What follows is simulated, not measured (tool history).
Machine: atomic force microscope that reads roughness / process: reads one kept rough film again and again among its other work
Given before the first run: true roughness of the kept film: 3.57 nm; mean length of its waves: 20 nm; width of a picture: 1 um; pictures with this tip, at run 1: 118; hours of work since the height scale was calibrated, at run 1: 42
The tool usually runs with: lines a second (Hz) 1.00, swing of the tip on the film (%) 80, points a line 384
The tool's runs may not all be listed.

run	hour	lines a second (Hz)	swing of the tip on the film (%)	points a line	pictures with this tip	hours of work since the height scale was calibrated	roughness of the kept film (nm (root mean square))
1	0.0	1.00	80	384	118	42	1.367
2	7.9	1.00	80	384	130	48	1.289
3	17.3	1.00	59	384	145	55	1.259
# hour 23.8: new tip fitted
4	28.7	1.00	80	384	8	62	2.364
5	36.6	1.00	80	384	21	68	2.206
6	43.7	1.00	80	384	32	73	2.091
# hour 45.6: height scale calibrated on a step standard
7	51.7	1.00	80	384	43	4	1.960
8	59.0	1.00	80	384	54	10	1.842
# hour 65.2: height scale calibrated on a step standard, once more
9	71.9	0.67	58	791	73	5	1.742
10	83.2	1.16	76	610	91	13	1.589
11	94.8	2.11	80	853	109	21	1.430
12	99.9	2.11	80	338	117	25	1.370
13	105.0	2.11	80	338	125	29	1.316
14	113.0	0.74	74	268	138	35	1.292

Estimate the outcome of run 15 from the log above:
15	118.0	2.49	63	299	146	38	?

Run 15 yielded roughness of the kept film (nm (root mean square)) 1.260.
On a tool with no hidden condition, and with the same random variation, this run would have come out at roughness of the kept film (nm (root mean square)) 2.509.
